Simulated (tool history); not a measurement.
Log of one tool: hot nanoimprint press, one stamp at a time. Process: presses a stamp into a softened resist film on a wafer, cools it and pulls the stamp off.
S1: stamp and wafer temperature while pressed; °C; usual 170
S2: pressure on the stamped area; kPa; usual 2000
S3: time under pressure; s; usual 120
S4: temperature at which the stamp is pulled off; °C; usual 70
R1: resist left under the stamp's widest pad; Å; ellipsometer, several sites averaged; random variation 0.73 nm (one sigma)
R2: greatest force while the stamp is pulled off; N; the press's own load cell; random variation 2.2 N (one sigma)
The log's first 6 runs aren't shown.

run,hour,S1,S2,S3,S4,R1,R2
7,298.2,170,1640,95,70,2581,131
8,346.8,170,1640,95,70,2590,137
9,387.7,170,1640,95,70,2632,144
10,426.8,170,1640,95,70,2612,150
11,463.9,170,1640,95,70,2626,157
# hour 493: stamp cleaned and given a new release coat
# hour 510.5: plate thermocouple calibrated, once more
12,520,170,1640,95,70,2345,100
13,578.3,170,2000,189,70,1632,112
14,624.5,170,2000,189,70,1650,118
15,670.5,170,2000,189,70,1641,134
16,706.3,170,2000,78,70,2343,126
17,753.7,170,2000,78,70,2374,142
18,792.6,166,3040,122,74,2058,131
# hour 840.6: stamp cleaned and given a new release coat
19,856.3,158,1670,120,70,3766,103
# hour 907.2: press's hydraulic seals changed and the load cell set to zero
20,911.5,158,1670,120,70,3765,113
21,960.2,173,3040,218,62,1081,137
# hour 966.5: plate thermocouple calibrated
22,1006.7,182,3040,146,62,764,152
23,1049.9,182,3040,146,62,764,159
24,1088.4,182,3040,146,62,767,165
25,1129.8,161,2030,144,70,2898,145
26,1173.4,170,2000,79,66,2295,168
# hour 1194.5: stamp cleaned and given a new release coat
27,1212,166,2000,120,70,2439,101

The next listed run, before its measurement:
28,1251.6,181,2370,228,73,?,?

{"run 28": {"R1": 776, "R2": 100}}
Without the tool's hidden state the same run would have given R1 750 Å, R2 90 N.
